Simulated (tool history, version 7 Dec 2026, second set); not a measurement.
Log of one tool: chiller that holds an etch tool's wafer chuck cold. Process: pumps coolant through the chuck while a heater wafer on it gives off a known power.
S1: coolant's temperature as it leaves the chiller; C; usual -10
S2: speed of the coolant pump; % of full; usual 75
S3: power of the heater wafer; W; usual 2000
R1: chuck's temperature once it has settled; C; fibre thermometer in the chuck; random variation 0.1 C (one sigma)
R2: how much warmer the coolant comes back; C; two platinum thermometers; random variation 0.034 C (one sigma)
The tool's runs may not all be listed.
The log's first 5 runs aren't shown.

run 6 hour=106.8 | S1=-12 S2=75 S3=2000 | R1=3.7 R2=5.7
run 7 hour=135.8 | S1=-11 S2=75 S3=2000 | R1=4.6 R2=5.74
run 8 hour=159.4 | S1=-11 S2=75 S3=2000 | R1=4.7 R2=5.7
run 9 hour=184.2 | S1=-11 S2=75 S3=2000 | R1=4.7 R2=5.7
run 10 hour=204.7 | S1=-11 S2=75 S3=2000 | R1=4.7 R2=5.74
run 11 hour=227.9 | S1=-11 S2=75 S3=2000 | R1=4.6 R2=5.74
run 12 hour=241 | S1=-5 S2=75 S3=2000 | R1=10.6 R2=5.72
run 13 hour=265.2 | S1=-5 S2=75 S3=2000 | R1=10.9 R2=5.72
run 14 hour=286.6 | S1=-5 S2=71 S3=2000 | R1=11.2 R2=5.98
run 15 hour=306.5 | S1=-5 S2=71 S3=2000 | R1=11.2 R2=5.98
run 16 hour=323.3 | S1=-5 S2=71 S3=2000 | R1=11.1 R2=6.03
run 17 hour=354.2 | S1=-18 S2=71 S3=2000 | R1=-2 R2=6.03
run 18 hour=385 | S1=-18 S2=71 S3=2000 | R1=-1.8 R2=5.98
run 19 hour=412.2 | S1=-6 S2=67 S3=2000 | R1=10.8 R2=6.3
run 20 hour=429 | S1=-8 S2=75 S3=2000 | R1=7.7 R2=5.69
run 21 hour=449.7 | S1=-9 S2=80 S3=2136 | R1=7.2 R2=5.67
run 22 hour=469.4 | S1=-11 S2=75 S3=2324 | R1=7.2 R2=6.64
run 23 hour=483.7 | S1=-16 S2=62 S3=1218 | R1=-5.4 R2=4.13
run 24 hour=505.1 | S1=-8 S2=61 S3=1096 | R1=1.7 R2=3.78
run 25 hour=522 | S1=-8 S2=83 S3=1511 | R1=3.1 R2=3.81

Forecast run 26:
run 26 hour=545.6 | S1=-1 S2=75 S3=2549 | R1=? R2=?

R1: 19 C
R2: 7.2 C
Without the tool's hidden state the same run would have given R1 18.9 C, R2 7.33 C.

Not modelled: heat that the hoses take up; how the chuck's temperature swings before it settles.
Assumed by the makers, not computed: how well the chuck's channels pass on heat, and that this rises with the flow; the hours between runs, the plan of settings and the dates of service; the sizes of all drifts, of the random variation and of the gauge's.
